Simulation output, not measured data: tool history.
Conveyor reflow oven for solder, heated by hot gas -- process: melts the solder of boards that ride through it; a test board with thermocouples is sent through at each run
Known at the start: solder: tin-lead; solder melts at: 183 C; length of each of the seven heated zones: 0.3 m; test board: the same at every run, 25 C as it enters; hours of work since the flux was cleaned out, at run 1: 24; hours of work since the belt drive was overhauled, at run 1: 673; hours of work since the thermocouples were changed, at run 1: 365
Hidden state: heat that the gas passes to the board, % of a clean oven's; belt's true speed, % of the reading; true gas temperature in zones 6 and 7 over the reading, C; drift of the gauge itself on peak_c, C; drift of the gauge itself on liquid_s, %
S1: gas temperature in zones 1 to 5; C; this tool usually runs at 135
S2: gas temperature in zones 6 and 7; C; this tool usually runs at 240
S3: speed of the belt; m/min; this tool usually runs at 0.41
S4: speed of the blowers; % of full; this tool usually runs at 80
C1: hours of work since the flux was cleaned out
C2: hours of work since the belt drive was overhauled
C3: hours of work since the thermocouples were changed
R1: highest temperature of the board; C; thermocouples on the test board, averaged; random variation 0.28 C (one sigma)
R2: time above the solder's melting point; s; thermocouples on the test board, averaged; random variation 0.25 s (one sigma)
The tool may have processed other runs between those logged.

run     day   S1   S2     S3  S4   C1    C2   C3     R1    R2
  1       0  135  240   0.41  80   24   673  365  223.8  70.1
  2   1.125  135  254   0.41  80   37   687  379  235.7  77.2
  3   1.729  135  254   0.41  80   45   694  386  235.9  77.9
  4   3.029  135  240   0.41  80   60   709  401  223.7  69.6
  5   4.325  135  240   0.41  80   76   725  417  223.3  69.5
  6   5.333  135  240   0.41  80   88   737  429    223  69.6
  7   6.292  135  240   0.41  80   99   749  441  223.1  69.4
  8   7.238  135  240   0.41  80  111   760  452  222.9  69.4
  9   8.271  135  240   0.41  80  123   772  464  223.2  69.2
 10   9.412  135  240   0.41  80  137   786  478  223.4  69.5
 11  10.425  135  240   0.41  80  149   798  490    223  69.5
 12  11.683  135  240   0.41  80  164   813  505  223.2  69.5
 13  12.575  135  240  0.468  80  175   824  516  218.7  56.5
      12.75  -- thermocouples of zones 6 and 7 changed
 14  13.925  135  240  0.428  80  190   839   14  221.8  65.3
 15  15.083  135  240  0.428  80  204   853   28  221.9  64.7
 16  16.504  135  240  0.419  80  221   870   45  222.5  67.2
 17  17.658  135  240  0.419  80  235   884   59  222.4  67.1
 18  18.938  135  247  0.463  80  250   899   74  225.1  62.3
 19  20.346  135  247  0.463  80  267   916   91    225  62.4
 20  21.508  135  247  0.463  80  281   930  105    225  62.1
 21  22.496  135  247  0.463  78  293   942  117  224.8  61.5
 22  23.733  135  247  0.463  78  308   957  132  223.9  61.5
 23  25.008  149  233  0.382  51  323   972  147  215.3  73.6
 24  25.767  149  238  0.382  67  332   981  156  223.8  81.3
 25  26.362  149  240   0.41  80  339   989  163  225.4  76.7
 26  27.233  149  245  0.424  55  350   999  174  223.3  72.2
 27  28.362  125  251  0.424  55  363  1013  187    222  62.2
 28      29  125  251  0.424  55  371  1020  195  222.1    63
 29  30.329  135  240   0.41  80  387  1036  211  223.2  69.3
     31.742  -- flux residue cleaned out of gas plates and filters
 30  31.929  130  230  0.462  80    2  1053  228  209.8  47.8
 31  33.071  135  228   0.41  80   16  1067  241    213  60.7

Each row is a separate what-if for the run after 31, all from the same tool condition, not one after another. Results?
  A  34.246  135  247  0.434  51  30  1081  256   ?   ?
  B  34.246  122  240   0.41  80  30  1081  256   ?   ?
  C  34.246  127  228   0.41  69  30  1081  256   ?   ?

run     R1    R2
  A    219  61.2
  B  221.7  63.1
  C  209.1  53.1
Take away the tool's hidden state, keep each run's random variation, and the runs would have read:
run     R1    R2
  A    219  61.1
  B  221.7  63.1
  C  209.1  53.1

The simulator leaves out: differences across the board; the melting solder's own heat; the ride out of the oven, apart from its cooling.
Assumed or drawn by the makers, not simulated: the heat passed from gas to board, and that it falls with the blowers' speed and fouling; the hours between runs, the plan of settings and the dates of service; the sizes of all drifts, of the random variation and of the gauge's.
